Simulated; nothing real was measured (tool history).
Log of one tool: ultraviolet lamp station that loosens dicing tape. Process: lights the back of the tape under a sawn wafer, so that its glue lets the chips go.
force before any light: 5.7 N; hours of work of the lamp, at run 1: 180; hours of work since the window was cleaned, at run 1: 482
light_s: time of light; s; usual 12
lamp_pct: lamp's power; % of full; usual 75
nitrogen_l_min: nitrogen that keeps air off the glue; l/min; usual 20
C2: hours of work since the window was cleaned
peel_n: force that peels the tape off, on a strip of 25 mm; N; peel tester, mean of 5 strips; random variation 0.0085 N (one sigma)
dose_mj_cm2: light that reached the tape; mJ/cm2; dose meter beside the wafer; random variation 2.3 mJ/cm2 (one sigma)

Run 1, day 0.000: usual settings; hours of work of the lamp 180; C2 482. Result: peel_n 0.490 N, dose_mj_cm2 192 mJ/cm2.
Run 2, day 0.346: usual settings; hours of work of the lamp 185; C2 488. Result: peel_n 0.494 N, dose_mj_cm2 192 mJ/cm2.
Run 3, day 0.842: usual settings but light_s 7 s; hours of work of the lamp 193; C2 496. Result: peel_n 1.232 N, dose_mj_cm2 116 mJ/cm2.
Run 4, day 1.054: usual settings but lamp_pct 74 % of full; hours of work of the lamp 197; C2 499. Result: peel_n 0.512 N, dose_mj_cm2 187 mJ/cm2.
Run 5, day 1.412: usual settings; hours of work of the lamp 203; C2 505. Result: peel_n 0.513 N, dose_mj_cm2 191 mJ/cm2.
Run 6, day 1.858: usual settings; hours of work of the lamp 210; C2 512. Result: peel_n 0.507 N, dose_mj_cm2 188 mJ/cm2.
Run 7, day 2.200: usual settings; hours of work of the lamp 216; C2 518. Result: peel_n 0.509 N, dose_mj_cm2 187 mJ/cm2.
Run 8, day 2.588: usual settings; hours of work of the lamp 222; C2 524. Result: peel_n 0.523 N, dose_mj_cm2 186 mJ/cm2.
Run 9, day 2.967: usual settings; hours of work of the lamp 228; C2 530. Result: peel_n 0.519 N, dose_mj_cm2 192 mJ/cm2.
Run 10, day 3.229: usual settings but lamp_pct 67 % of full; hours of work of the lamp 232; C2 535. Result: peel_n 0.622 N, dose_mj_cm2 166 mJ/cm2.
Run 11, day 3.683: usual settings but lamp_pct 67 % of full; hours of work of the lamp 240; C2 542. Result: peel_n 0.632 N, dose_mj_cm2 167 mJ/cm2.
Run 12, day 4.171: usual settings; hours of work of the lamp 248; C2 550. Result: peel_n 0.521 N, dose_mj_cm2 185 mJ/cm2.
At day 4.225: window cleaned of glue's vapour.
Run 13, day 4.617: usual settings; hours of work of the lamp 255; C2 6. Result: peel_n 0.603 N, dose_mj_cm2 173 mJ/cm2.
Run 14, day 4.967: usual settings but light_s 24 s, lamp_pct 90 % of full; hours of work of the lamp 261; C2 12. Result: peel_n 0.194 N, dose_mj_cm2 414 mJ/cm2.
At day 5.275: window cleaned of glue's vapour, once more.
Run 15, day 5.462: usual settings but light_s 9 s, lamp_pct 77 % of full, nitrogen_l_min 13 l/min; hours of work of the lamp 268; C2 3. Result: peel_n 0.798 N, dose_mj_cm2 169 mJ/cm2.
Run 16, day 5.762: usual settings but light_s 9 s, lamp_pct 96 % of full, nitrogen_l_min 19 l/min; hours of work of the lamp 273; C2 8. Result: peel_n 0.436 N, dose_mj_cm2 208 mJ/cm2.
Run 17, day 6.096: usual settings but nitrogen_l_min 7 l/min; hours of work of the lamp 279; C2 13. Result: peel_n 0.755 N, dose_mj_cm2 216 mJ/cm2.
Run 18, day 6.342: usual settings but light_s 21 s, nitrogen_l_min 14 l/min; hours of work of the lamp 283; C2 17. Result: peel_n 0.231 N, dose_mj_cm2 382 mJ/cm2.
Run 19, day 6.725: usual settings but light_s 10 s, nitrogen_l_min 6 l/min; hours of work of the lamp 289; C2 24. Result: peel_n 1.225 N, dose_mj_cm2 178 mJ/cm2.
Run 20, day 7.129: usual settings but nitrogen_l_min 31 l/min; hours of work of the lamp 296; C2 30. Result: peel_n 0.321 N, dose_mj_cm2 217 mJ/cm2.
Run 21, day 7.583: usual settings but lamp_pct 68 % of full; hours of work of the lamp 303; C2 38. Result: peel_n 0.476 N, dose_mj_cm2 196 mJ/cm2.
Run 22, day 8.008: usual settings but lamp_pct 76 % of full, nitrogen_l_min 12 l/min; hours of work of the lamp 310; C2 45. Result: peel_n 0.528 N, dose_mj_cm2 215 mJ/cm2.
Run 23, day 8.408: usual settings but lamp_pct 76 % of full, nitrogen_l_min 12 l/min; hours of work of the lamp 317; C2 51. Result: peel_n 0.552 N, dose_mj_cm2 213 mJ/cm2.
Run 24, day 8.892: usual settings but light_s 15 s, lamp_pct 76 % of full, nitrogen_l_min 12 l/min; hours of work of the lamp 325; C2 59. Result: peel_n 0.380 N, dose_mj_cm2 265 mJ/cm2.
Run 25, day 9.300: usual settings but light_s 14 s, lamp_pct 67 % of full, nitrogen_l_min 10 l/min; hours of work of the lamp 331; C2 66. Result: peel_n 0.589 N, dose_mj_cm2 219 mJ/cm2.
Run 26, day 9.717: usual settings but light_s 14 s, lamp_pct 67 % of full, nitrogen_l_min 10 l/min; hours of work of the lamp 338; C2 73. Result: peel_n 0.622 N, dose_mj_cm2 217 mJ/cm2.

Measured less the same run without the tool's hidden state. The same run-to-run variation is in both; the gauge's scatter may not be:
The hidden state here: lamp's light, % of a new lamp's; light that the window lets through, % of a clean one's; drift of the gauge itself on peel_n, %; drift of the gauge itself on dose_mj_cm2, %.
run  peel_n  dose_mj_cm2
  1  +0.144          -44
  2  +0.147          -46
  3  +0.349          -28
  4  +0.159          -46
  5  +0.159          -48
  6  +0.158          -48
  7  +0.164          -49
  8  +0.171          -50
  9  +0.170          -51
 10  +0.214          -46
 11  +0.218          -46
 12  +0.179          -53
 13  +0.249          -64
 14  +0.009         -156
 15  +0.096          -13
 16  +0.054          -17
 17  +0.098          -19
 18  +0.012          -33
 19  +0.150          -17
 20  +0.038          -21
 21  +0.071          -20
 22  +0.085          -22
 23  +0.089          -23
 24  +0.058          -30
 25  +0.106          -26
 26  +0.113          -27
